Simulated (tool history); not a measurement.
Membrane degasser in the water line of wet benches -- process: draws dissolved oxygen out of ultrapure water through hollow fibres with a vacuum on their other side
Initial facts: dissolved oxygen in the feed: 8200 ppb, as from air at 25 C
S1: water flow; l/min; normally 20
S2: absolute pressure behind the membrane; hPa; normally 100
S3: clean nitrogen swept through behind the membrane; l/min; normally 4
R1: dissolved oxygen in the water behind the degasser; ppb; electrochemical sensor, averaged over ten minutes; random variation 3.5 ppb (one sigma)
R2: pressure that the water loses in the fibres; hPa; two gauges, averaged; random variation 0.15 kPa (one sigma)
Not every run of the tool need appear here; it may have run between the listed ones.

run 1 hour=0 | S1=20 S2=100 S3=4 | R1=379.6 R2=416.1
run 2 hour=112.5 | S1=21 S2=100 S3=4 | R1=431.9 R2=436.6
run 3 hour=335.4 | S1=21 S2=100 S3=4 | R1=430.4 R2=436.7
run 4 hour=505.8 | S1=21 S2=100 S3=4 | R1=436.7 R2=439.2
run 5 hour=691.4 | S1=20 S2=95 S3=4 | R1=377.8 R2=419.4
run 6 hour=907.8 | S1=20 S2=95 S3=4.84 | R1=371.1 R2=417.6
run 7 hour=1185.2 | S1=16 S2=100 S3=4 | R1=226.1 R2=335.4
run 8 hour=1438.9 | S1=16 S2=100 S3=4 | R1=227.1 R2=338.3
run 9 hour=1592.7 | S1=20 S2=100 S3=4 | R1=396.6 R2=422.9
run 10 hour=1745.5 | S1=20 S2=100 S3=1.64 | R1=500.2 R2=421.6
run 11 hour=1876.9 | S1=20 S2=100 S3=1.64 | R1=496.1 R2=421.4
run 12 hour=2073.4 | S1=15 S2=100 S3=4 | R1=193.1 R2=319
run 13 hour=2260 | S1=15 S2=100 S3=4 | R1=194.3 R2=317.6
run 14 hour=2423.8 | S1=15 S2=100 S3=4 | R1=194.7 R2=317
run 15 hour=2704.2 | S1=15 S2=100 S3=4 | R1=196 R2=317.5
run 16 hour=2837.3 | S1=20 S2=100 S3=4 | R1=402.2 R2=422.9
run 17 hour=2995.7 | S1=20 S2=100 S3=4 | R1=406.3 R2=425.8
run 18 hour=3173 | S1=20 S2=100 S3=4 | R1=411.3 R2=426.1
-- hour=3212.4 seals of the vacuum lines changed
run 19 hour=3415.3 | S1=20 S2=100 S3=4 | R1=405.3 R2=423.8
-- hour=3492.1 vacuum gauge calibrated
run 20 hour=3559.8 | S1=20 S2=100 S3=1.62 | R1=502.6 R2=428.1
run 21 hour=3749.8 | S1=23 S2=66 S3=3.55 | R1=512.7 R2=492.5
run 22 hour=3894.9 | S1=23 S2=66 S3=3.55 | R1=501.8 R2=491.2
run 23 hour=4164.8 | S1=20 S2=63 S3=5.96 | R1=359.3 R2=426.6
run 24 hour=4313.5 | S1=18 S2=151 S3=4.06 | R1=370.2 R2=384.4
run 25 hour=4497.9 | S1=18 S2=151 S3=4.06 | R1=369.3 R2=387.1
run 26 hour=4655.7 | S1=18 S2=223 S3=4.26 | R1=434.4 R2=386.2
run 27 hour=4860.9 | S1=20 S2=174 S3=5.86 | R1=440.8 R2=429.6
run 28 hour=5133.1 | S1=21 S2=79 S3=1.94 | R1=493.5 R2=447.6
run 29 hour=5395.9 | S1=15 S2=96 S3=4 | R1=206.4 R2=321.1
run 30 hour=5598.5 | S1=31 S2=137 S3=2.02 | R1=1172.1 R2=668
run 31 hour=5752.1 | S1=20 S2=201 S3=1.85 | R1=729.9 R2=430.9
run 32 hour=6011 | S1=20 S2=236 S3=2.23 | R1=731.7 R2=432.9
run 33 hour=6179.5 | S1=20 S2=236 S3=2.23 | R1=734.1 R2=431.1

Here are 3 independent what-if runs from the current tool condition. What would each one return?
-- hour=6204 membrane cartridge changed
run A hour=6364.8 | S1=20 S2=102 S3=6.19 | R1=? R2=?
-- hour=6204 membrane cartridge changed
run B hour=6364.8 | S1=14 S2=236 S3=1.94 | R1=? R2=?
-- hour=6204 membrane cartridge changed
run C hour=6364.8 | S1=19 S2=67 S3=2.23 | R1=? R2=?

run=A R1=329.5 R2=400.4
run=B R1=428.6 R2=280.4
run=C R1=303.2 R2=384.3
What these runs would have given with no unlogged condition in the tool:
run=A R1=326 R2=400
run=B R1=416.4 R2=280.1
run=C R1=297.6 R2=383.9
